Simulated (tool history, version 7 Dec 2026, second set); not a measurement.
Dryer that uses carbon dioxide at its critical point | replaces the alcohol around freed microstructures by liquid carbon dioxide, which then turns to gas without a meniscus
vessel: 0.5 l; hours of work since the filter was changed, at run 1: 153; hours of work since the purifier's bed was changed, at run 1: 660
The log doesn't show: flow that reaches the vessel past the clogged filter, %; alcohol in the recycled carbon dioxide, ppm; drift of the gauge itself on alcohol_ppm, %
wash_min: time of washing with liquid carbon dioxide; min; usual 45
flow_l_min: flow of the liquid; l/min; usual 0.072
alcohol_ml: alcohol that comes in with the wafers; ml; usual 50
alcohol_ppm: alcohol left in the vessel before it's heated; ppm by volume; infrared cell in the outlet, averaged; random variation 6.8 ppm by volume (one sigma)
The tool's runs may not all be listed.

| run | day | wash_min | flow_l_min | alcohol_ml | hours of work since the filter was changed | hours of work since the purifier's bed was changed | alcohol_ppm |
|---|---|---|---|---|---|---|---|
| 1 | 0 | 45 | 0.072 | 50 | 153 | 660 | 751 |
| 2 | 0.967 | 45 | 0.072 | 50 | 167 | 675 | 809 |
| 3 | 1.883 | 30 | 0.072 | 50 | 181 | 689 | 3643 |
| 4 | 2.929 | 45 | 0.072 | 50 | 197 | 704 | 886 |
|  | 3.096 | inlet filter changed |
| 5 | 3.804 | 45 | 0.072 | 50 | 11 | 717 | 503 |
| 6 | 5.1 | 45 | 0.072 | 50 | 30 | 736 | 533 |
| 7 | 6.704 | 59 | 0.068 | 45 | 54 | 760 | 273 |
| 8 | 8.029 | 29 | 0.0746 | 78 | 74 | 780 | 4171 |
|  | 9.3 | purifier's bed changed |
| 9 | 9.388 | 29 | 0.0746 | 103 | 92 | 1 | 5468 |
| 10 | 11.138 | 29 | 0.0746 | 103 | 118 | 27 | 5983 |
| 11 | 12.575 | 29 | 0.1137 | 39 | 140 | 49 | 392 |

Forecast each of these 4 alternatives for the next run:
| A | 13.392 | 32 | 0.0745 | 30 | 152 | 61 | ? |
| B | 13.392 | 45 | 0.072 | 26 | 152 | 61 | ? |
| C | 13.392 | 45 | 0.0721 | 50 | 152 | 61 | ? |
| D | 13.392 | 45 | 0.0661 | 50 | 152 | 61 | ? |

| run | alcohol_ppm |
|---|---|
| A | 1358 |
| B | 311 |
| C | 598 |
| D | 946 |
Without the tool's hidden state the same runs would have given:
| run | alcohol_ppm |
|---|---|
| A | 824 |
| B | 149 |
| C | 299 |
| D | 510 |
